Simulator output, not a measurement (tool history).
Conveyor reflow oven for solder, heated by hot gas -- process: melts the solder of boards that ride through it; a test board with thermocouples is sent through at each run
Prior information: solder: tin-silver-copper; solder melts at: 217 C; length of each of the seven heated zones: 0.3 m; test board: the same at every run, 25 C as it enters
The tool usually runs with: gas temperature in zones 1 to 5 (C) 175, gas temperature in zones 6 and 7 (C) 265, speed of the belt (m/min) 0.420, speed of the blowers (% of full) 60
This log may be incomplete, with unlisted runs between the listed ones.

run	day	gas temperature in zones 1 to 5 (C)	gas temperature in zones 6 and 7 (C)	speed of the belt (m/min)	speed of the blowers (% of full)	highest temperature of the board (C)	time above the solder's melting point (s)
1	0.000	175	265	0.420	60	251.9	65.7
2	0.242	175	265	0.420	60	252.0	66.4
3	0.558	175	265	0.420	60	251.8	65.9
4	0.933	175	265	0.420	60	251.8	66.4
5	1.429	175	265	0.420	60	252.2	65.8
6	1.654	175	265	0.420	60	252.3	66.2
7	1.971	177	265	0.420	60	252.2	66.7
8	2.192	168	265	0.420	60	250.8	62.4
9	2.692	182	265	0.420	60	252.9	69.8
10	3.117	182	265	0.420	60	252.7	69.9
# day 3.342: belt drive overhauled, speed set with a stopwatch
11	3.738	175	265	0.420	90	257.2	71.9
12	4.071	175	265	0.420	60	251.9	66.4
13	4.508	175	265	0.420	60	252.0	66.0
14	5.008	175	265	0.420	50	249.1	63.0
15	5.288	175	265	0.420	60	251.8	66.1
# day 5.800: flux residue cleaned out of gas plates and filters
# day 5.992: belt drive overhauled, speed set with a stopwatch, once more
16	6.200	175	265	0.420	60	252.1	65.3
17	6.725	175	271	0.437	56	255.1	64.1
18	7.183	168	268	0.349	71	261.0	84.5
19	7.688	168	268	0.349	71	260.7	84.6
20	7.983	168	268	0.349	71	261.0	85.1
21	8.438	175	273	0.393	83	266.0	80.6
22	8.958	175	257	0.346	69	250.7	81.8
23	9.200	162	272	0.420	84	262.3	68.2
24	9.471	162	272	0.420	84	262.0	68.5
25	9.817	169	254	0.420	79	245.7	58.6
26	10.096	167	261	0.471	54	242.4	44.7
27	10.446	167	261	0.471	54	241.7	44.9
28	10.867	167	276	0.392	54	261.4	73.6
29	11.108	167	276	0.392	54	261.6	73.3
30	11.629	167	276	0.392	54	261.3	73.4
31	12.167	167	258	0.420	60	244.9	55.7
32	12.542	167	258	0.420	60	244.6	55.8

Predict each of these 3 candidate next runs independently; none follows another, all start after run 32:
A	12.771	181	259	0.420	60	?	?
B	12.771	169	254	0.420	60	?	?
C	12.771	186	267	0.420	60	?	?

run	highest temperature of the board (C)	time above the solder's melting point (s)
A	248.0	64.7
B	241.7	53.6
C	255.7	72.5
What these runs would have given with no unlogged condition in the tool:
run	highest temperature of the board (C)	time above the solder's melting point (s)
A	247.4	64.3
B	241.2	53.2
C	255.1	72.1
